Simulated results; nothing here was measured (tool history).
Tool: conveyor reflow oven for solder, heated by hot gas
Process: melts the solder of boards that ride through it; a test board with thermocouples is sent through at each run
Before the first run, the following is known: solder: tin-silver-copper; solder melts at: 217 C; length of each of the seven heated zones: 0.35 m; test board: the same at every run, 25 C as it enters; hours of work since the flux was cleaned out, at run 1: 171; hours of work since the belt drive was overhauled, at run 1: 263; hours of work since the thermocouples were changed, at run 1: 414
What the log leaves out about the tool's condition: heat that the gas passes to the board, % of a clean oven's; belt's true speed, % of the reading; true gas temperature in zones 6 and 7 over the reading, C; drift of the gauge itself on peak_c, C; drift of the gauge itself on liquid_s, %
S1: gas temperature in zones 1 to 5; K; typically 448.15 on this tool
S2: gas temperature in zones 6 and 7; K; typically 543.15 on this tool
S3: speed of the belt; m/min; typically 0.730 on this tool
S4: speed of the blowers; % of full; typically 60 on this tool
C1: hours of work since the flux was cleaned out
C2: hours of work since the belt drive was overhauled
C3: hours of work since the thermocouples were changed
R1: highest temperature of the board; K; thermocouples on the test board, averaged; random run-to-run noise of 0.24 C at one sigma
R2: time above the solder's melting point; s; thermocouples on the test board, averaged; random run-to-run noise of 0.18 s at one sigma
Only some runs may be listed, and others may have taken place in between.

{"run": 1, "day": 0.0, "S1": 448.15, "S2": 543.15, "S3": 0.73, "S4": 60, "C1": 171, "C2": 263, "C3": 414, "R1": 521.25, "R2": 39.2}
{"run": 2, "day": 0.738, "S1": 448.15, "S2": 543.15, "S3": 0.73, "S4": 60, "C1": 180, "C2": 272, "C3": 422, "R1": 520.75, "R2": 39.6}
{"run": 3, "day": 1.242, "S1": 448.15, "S2": 543.15, "S3": 0.73, "S4": 60, "C1": 186, "C2": 278, "C3": 428, "R1": 521.15, "R2": 39.5}
{"run": 4, "day": 1.954, "S1": 448.15, "S2": 543.15, "S3": 0.73, "S4": 60, "C1": 195, "C2": 286, "C3": 437, "R1": 520.95, "R2": 39.5}
{"run": 5, "day": 2.383, "S1": 448.15, "S2": 532.15, "S3": 0.73, "S4": 60, "C1": 200, "C2": 292, "C3": 442, "R1": 512.35, "R2": 33.0}
{"run": 6, "day": 2.938, "S1": 448.15, "S2": 532.15, "S3": 0.73, "S4": 60, "C1": 206, "C2": 298, "C3": 449, "R1": 512.35, "R2": 32.8}
{"run": 7, "day": 3.475, "S1": 448.15, "S2": 532.15, "S3": 0.73, "S4": 60, "C1": 213, "C2": 305, "C3": 455, "R1": 512.15, "R2": 32.7}
{"run": 8, "day": 4.171, "S1": 448.15, "S2": 532.15, "S3": 0.73, "S4": 60, "C1": 221, "C2": 313, "C3": 463, "R1": 512.05, "R2": 32.7}
{"run": 9, "day": 4.75, "S1": 448.15, "S2": 532.15, "S3": 0.73, "S4": 60, "C1": 228, "C2": 320, "C3": 470, "R1": 512.15, "R2": 32.8}
{"run": 10, "day": 5.529, "S1": 448.15, "S2": 532.15, "S3": 0.73, "S4": 60, "C1": 238, "C2": 329, "C3": 480, "R1": 512.05, "R2": 32.5}
{"run": 11, "day": 6.208, "S1": 448.15, "S2": 543.15, "S3": 0.73, "S4": 60, "C1": 246, "C2": 337, "C3": 488, "R1": 520.75, "R2": 39.3}
{"run": 12, "day": 6.688, "S1": 448.15, "S2": 534.15, "S3": 0.73, "S4": 60, "C1": 251, "C2": 343, "C3": 494, "R1": 513.55, "R2": 33.8}
{"run": 13, "day": 7.454, "S1": 448.15, "S2": 534.15, "S3": 0.73, "S4": 60, "C1": 261, "C2": 352, "C3": 503, "R1": 513.95, "R2": 33.7}
{"run": 14, "day": 8.108, "S1": 448.15, "S2": 534.15, "S3": 0.73, "S4": 60, "C1": 268, "C2": 360, "C3": 511, "R1": 513.85, "R2": 33.9}
{"run": 15, "day": 8.475, "S1": 448.15, "S2": 534.15, "S3": 0.73, "S4": 60, "C1": 273, "C2": 365, "C3": 515, "R1": 513.75, "R2": 33.8}
{"day": 8.696, "done": "belt drive overhauled, speed set with a stopwatch"}
{"run": 16, "day": 9.329, "S1": 448.15, "S2": 545.15, "S3": 0.73, "S4": 61, "C1": 281, "C2": 8, "C3": 523, "R1": 522.95, "R2": 40.5}
{"run": 17, "day": 10.079, "S1": 448.15, "S2": 543.15, "S3": 0.73, "S4": 89, "C1": 290, "C2": 17, "C3": 532, "R1": 527.95, "R2": 44.6}
{"day": 10.821, "done": "belt drive overhauled, speed set with a stopwatch, once more"}
{"run": 18, "day": 10.942, "S1": 448.15, "S2": 543.15, "S3": 0.73, "S4": 51, "C1": 298, "C2": 1, "C3": 541, "R1": 517.15, "R2": 35.8}
{"day": 11.642, "done": "flux residue cleaned out of gas plates and filters"}
{"run": 19, "day": 11.671, "S1": 448.15, "S2": 553.15, "S3": 0.73, "S4": 90, "C1": 0, "C2": 8, "C3": 547, "R1": 538.65, "R2": 49.1}
{"run": 20, "day": 12.279, "S1": 433.15, "S2": 543.15, "S3": 0.73, "S4": 60, "C1": 8, "C2": 15, "C3": 554, "R1": 518.35, "R2": 34.0}
{"run": 21, "day": 13.033, "S1": 447.15, "S2": 543.15, "S3": 0.73, "S4": 82, "C1": 17, "C2": 24, "C3": 563, "R1": 527.85, "R2": 44.0}
{"run": 22, "day": 13.521, "S1": 447.15, "S2": 543.15, "S3": 0.73, "S4": 82, "C1": 23, "C2": 30, "C3": 569, "R1": 528.05, "R2": 44.3}
{"run": 23, "day": 14.146, "S1": 447.15, "S2": 541.15, "S3": 0.635, "S4": 82, "C1": 30, "C2": 37, "C3": 577, "R1": 530.95, "R2": 52.9}
{"run": 24, "day": 14.571, "S1": 448.15, "S2": 543.15, "S3": 0.73, "S4": 64, "C1": 35, "C2": 42, "C3": 582, "R1": 523.25, "R2": 41.5}
{"run": 25, "day": 15.017, "S1": 448.15, "S2": 555.15, "S3": 0.825, "S4": 50, "C1": 40, "C2": 48, "C3": 587, "R1": 521.45, "R2": 33.8}
{"run": 26, "day": 15.646, "S1": 448.15, "S2": 558.15, "S3": 0.73, "S4": 60, "C1": 48, "C2": 55, "C3": 595, "R1": 534.95, "R2": 46.6}
{"run": 27, "day": 15.983, "S1": 448.15, "S2": 558.15, "S3": 0.73, "S4": 60, "C1": 52, "C2": 59, "C3": 599, "R1": 534.65, "R2": 46.8}
{"run": 28, "day": 16.442, "S1": 446.15, "S2": 534.15, "S3": 0.746, "S4": 58, "C1": 58, "C2": 65, "C3": 604, "R1": 512.45, "R2": 31.5}
{"run": 29, "day": 16.829, "S1": 448.15, "S2": 539.15, "S3": 0.61, "S4": 60, "C1": 62, "C2": 69, "C3": 609, "R1": 525.25, "R2": 51.7}

Estimate the outcome of run 30 from the log above:
{"run": 30, "day": 17.367, "S1": 452.15, "S2": 541.15, "S3": 0.647, "S4": 60, "C1": 69, "C2": 76, "C3": 615, "R1": "?", "R2": "?"}

{"run 30": {"R1": 526.05, "R2": 49.6}}
Had the tool carried no hidden state, the very same run would have given R1 524.55 K, R2 48.7 s.
